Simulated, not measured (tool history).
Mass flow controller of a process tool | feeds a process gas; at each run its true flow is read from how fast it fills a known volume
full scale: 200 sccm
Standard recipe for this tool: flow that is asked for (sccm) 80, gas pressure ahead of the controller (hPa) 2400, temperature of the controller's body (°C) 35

run,hour,flow that is asked for (sccm),gas pressure ahead of the controller (hPa),temperature of the controller's body (°C),true flow (%)
1,0,80,2400,35,100.12
2,173.9,80,2670,35,100.24
3,284.2,80,2670,35,100.29
4,489.9,80,2400,35,100.36
5,649.5,80,2400,35,100.45
6,802.6,80,2400,35,100.4
7,953.7,80,2400,35,100.47
8,1079,80,1770,35,100.39
9,1279.4,80,2400,35,100.69
10,1392.8,80,2400,35,100.8
11,1503.5,80,2400,35,100.94
12,1702.1,80,2400,35,100.92
13,1886,80,2400,35,100.9
14,2027.4,80,2400,35,100.98
# hour 2179.5: controller's zero set anew
15,2191.3,80,2400,35,98.83
16,2349.2,45,2400,35,98.34
17,2567.6,45,2400,35,98.48
18,2799.9,80,2400,40,98.71
19,3046.9,80,2420,35,98.96
20,3267.6,25,1410,31,98.97
21,3400.5,25,1410,31,99.34
22,3544.7,25,1410,31,99.42
23,3683.5,25,1410,31,99.6
24,3818,180,2640,35,100.94
25,3941.2,180,2640,35,100.89
26,4134,20,2560,35,101.02

Estimate the outcome of run 27 from the log above:
27,4363,20,2560,38,?

{"run 27": {"true flow (%)": 101.18}}
On a tool with no hidden condition, and with the same random variation, this run would have come out at true flow (%) 96.5.

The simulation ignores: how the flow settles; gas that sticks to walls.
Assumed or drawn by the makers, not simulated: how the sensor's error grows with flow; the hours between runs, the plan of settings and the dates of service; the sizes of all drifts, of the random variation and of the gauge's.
